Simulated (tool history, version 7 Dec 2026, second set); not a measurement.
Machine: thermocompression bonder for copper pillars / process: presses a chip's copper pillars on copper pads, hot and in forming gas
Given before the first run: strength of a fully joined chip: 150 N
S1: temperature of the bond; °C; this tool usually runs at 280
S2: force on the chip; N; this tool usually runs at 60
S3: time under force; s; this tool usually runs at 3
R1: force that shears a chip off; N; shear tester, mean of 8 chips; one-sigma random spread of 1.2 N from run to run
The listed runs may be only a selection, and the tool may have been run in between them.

run 1 hour=0.0 | S1=280 S2=60 S3=3 | R1=104.4
run 2 hour=53.6 | S1=280 S2=60 S3=3 | R1=104.3
run 3 hour=87.3 | S1=280 S2=60 S3=3 | R1=100.6
run 4 hour=110.3 | S1=280 S2=60 S3=3 | R1=104.0
run 5 hour=165.4 | S1=280 S2=60 S3=3 | R1=102.5
run 6 hour=195.4 | S1=280 S2=60 S3=2 | R1=92.9
run 7 hour=225.0 | S1=280 S2=60 S3=7 | R1=120.2
run 8 hour=275.0 | S1=280 S2=60 S3=7 | R1=121.6
run 9 hour=300.2 | S1=280 S2=60 S3=7 | R1=119.8
run 10 hour=344.8 | S1=280 S2=60 S3=7 | R1=119.7
run 11 hour=369.8 | S1=280 S2=60 S3=7 | R1=119.9
run 12 hour=398.2 | S1=280 S2=60 S3=7 | R1=118.9
run 13 hour=435.9 | S1=280 S2=60 S3=3 | R1=96.7
-- hour=450.9 forming gas filter changed
run 14 hour=464.2 | S1=272 S2=60 S3=5 | R1=113.3
run 15 hour=508.5 | S1=272 S2=60 S3=7 | R1=121.4

For run 16, what comes out?
run 16 hour=537.4 | S1=306 S2=60 S3=5 | R1=?

R1: 131.9 N
Had the tool carried no hidden state, the very same run would have given R1 134.9 N.
